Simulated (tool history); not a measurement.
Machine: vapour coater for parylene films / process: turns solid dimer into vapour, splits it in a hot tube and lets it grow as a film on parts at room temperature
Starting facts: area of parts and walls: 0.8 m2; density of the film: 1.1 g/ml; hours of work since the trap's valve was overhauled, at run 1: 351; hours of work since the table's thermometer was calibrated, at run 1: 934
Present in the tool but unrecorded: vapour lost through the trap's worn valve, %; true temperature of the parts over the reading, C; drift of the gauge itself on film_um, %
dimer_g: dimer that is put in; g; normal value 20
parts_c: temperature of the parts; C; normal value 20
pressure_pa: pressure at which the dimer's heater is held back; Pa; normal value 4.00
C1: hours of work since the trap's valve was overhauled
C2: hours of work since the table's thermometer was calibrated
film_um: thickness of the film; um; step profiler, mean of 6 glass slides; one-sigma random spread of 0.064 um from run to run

{"run": 1, "hour": 0.0, "dimer_g": 20, "parts_c": 20, "pressure_pa": 4.0, "C1": 351, "C2": 934, "film_um": 14.46}
{"run": 2, "hour": 46.9, "dimer_g": 20, "parts_c": 20, "pressure_pa": 4.0, "C1": 374, "C2": 957, "film_um": 14.45}
{"hour": 106.6, "done": "trap's valve overhauled"}
{"run": 3, "hour": 119.5, "dimer_g": 20, "parts_c": 20, "pressure_pa": 4.0, "C1": 6, "C2": 991, "film_um": 15.18}
{"run": 4, "hour": 159.7, "dimer_g": 20, "parts_c": 20, "pressure_pa": 4.0, "C1": 26, "C2": 1010, "film_um": 15.08}
{"run": 5, "hour": 213.2, "dimer_g": 20, "parts_c": 20, "pressure_pa": 4.0, "C1": 52, "C2": 1037, "film_um": 15.05}
{"run": 6, "hour": 252.1, "dimer_g": 20, "parts_c": 20, "pressure_pa": 4.0, "C1": 71, "C2": 1056, "film_um": 14.94}
{"run": 7, "hour": 305.8, "dimer_g": 20, "parts_c": 20, "pressure_pa": 4.0, "C1": 98, "C2": 1082, "film_um": 15.07}
{"run": 8, "hour": 368.3, "dimer_g": 20, "parts_c": 31, "pressure_pa": 4.0, "C1": 128, "C2": 1113, "film_um": 12.17}
{"hour": 376.0, "done": "table's thermometer calibrated"}
{"run": 9, "hour": 443.8, "dimer_g": 11, "parts_c": 31, "pressure_pa": 4.0, "C1": 165, "C2": 33, "film_um": 6.71}
{"run": 10, "hour": 512.8, "dimer_g": 11, "parts_c": 31, "pressure_pa": 4.0, "C1": 198, "C2": 67, "film_um": 6.64}
{"run": 11, "hour": 553.7, "dimer_g": 11, "parts_c": 31, "pressure_pa": 4.0, "C1": 219, "C2": 87, "film_um": 6.64}
{"run": 12, "hour": 588.6, "dimer_g": 11, "parts_c": 31, "pressure_pa": 4.0, "C1": 236, "C2": 104, "film_um": 6.63}
{"run": 13, "hour": 664.5, "dimer_g": 11, "parts_c": 31, "pressure_pa": 4.0, "C1": 273, "C2": 141, "film_um": 6.63}
{"run": 14, "hour": 711.6, "dimer_g": 11, "parts_c": 31, "pressure_pa": 4.0, "C1": 296, "C2": 164, "film_um": 6.62}
{"run": 15, "hour": 769.5, "dimer_g": 20, "parts_c": 18, "pressure_pa": 2.49, "C1": 324, "C2": 193, "film_um": 15.87}
{"hour": 796.3, "done": "table's thermometer calibrated, once more"}
{"run": 16, "hour": 832.1, "dimer_g": 12, "parts_c": 27, "pressure_pa": 8.4, "C1": 354, "C2": 18, "film_um": 7.18}
{"run": 17, "hour": 878.8, "dimer_g": 32, "parts_c": 15, "pressure_pa": 3.57, "C1": 377, "C2": 40, "film_um": 25.57}
{"hour": 936.4, "done": "trap's valve overhauled"}
{"run": 18, "hour": 951.5, "dimer_g": 32, "parts_c": 15, "pressure_pa": 3.57, "C1": 7, "C2": 74, "film_um": 26.4}
{"run": 19, "hour": 999.2, "dimer_g": 20, "parts_c": 13, "pressure_pa": 3.52, "C1": 31, "C2": 97, "film_um": 17.18}
{"run": 20, "hour": 1036.5, "dimer_g": 20, "parts_c": 13, "pressure_pa": 3.52, "C1": 49, "C2": 116, "film_um": 17.37}
{"run": 21, "hour": 1093.1, "dimer_g": 33, "parts_c": 27, "pressure_pa": 2.95, "C1": 77, "C2": 143, "film_um": 22.22}
{"run": 22, "hour": 1149.9, "dimer_g": 32, "parts_c": 18, "pressure_pa": 2.95, "C1": 105, "C2": 171, "film_um": 25.22}
{"run": 23, "hour": 1189.2, "dimer_g": 9, "parts_c": 22, "pressure_pa": 4.0, "C1": 124, "C2": 191, "film_um": 6.44}
{"run": 24, "hour": 1233.2, "dimer_g": 13, "parts_c": 20, "pressure_pa": 11.98, "C1": 145, "C2": 212, "film_um": 8.88}
{"run": 25, "hour": 1308.3, "dimer_g": 13, "parts_c": 20, "pressure_pa": 11.98, "C1": 182, "C2": 249, "film_um": 8.75}

Predict each of these 3 candidate next runs independently; none follows another, all start after run 25:
{"run": "A", "hour": 1380.7, "dimer_g": 19, "parts_c": 28, "pressure_pa": 2.81, "C1": 218, "C2": 284, "film_um": "?"}
{"run": "B", "hour": 1380.7, "dimer_g": 32, "parts_c": 28, "pressure_pa": 11.98, "C1": 218, "C2": 284, "film_um": "?"}
{"run": "C", "hour": 1380.7, "dimer_g": 9, "parts_c": 22, "pressure_pa": 6.98, "C1": 218, "C2": 284, "film_um": "?"}

run=A film_um=12.42
run=B film_um=18.68
run=C film_um=6.08
With no hidden state in the tool, these same runs would have given:
run=A film_um=12.72
run=B film_um=19.14
run=C film_um=6.22
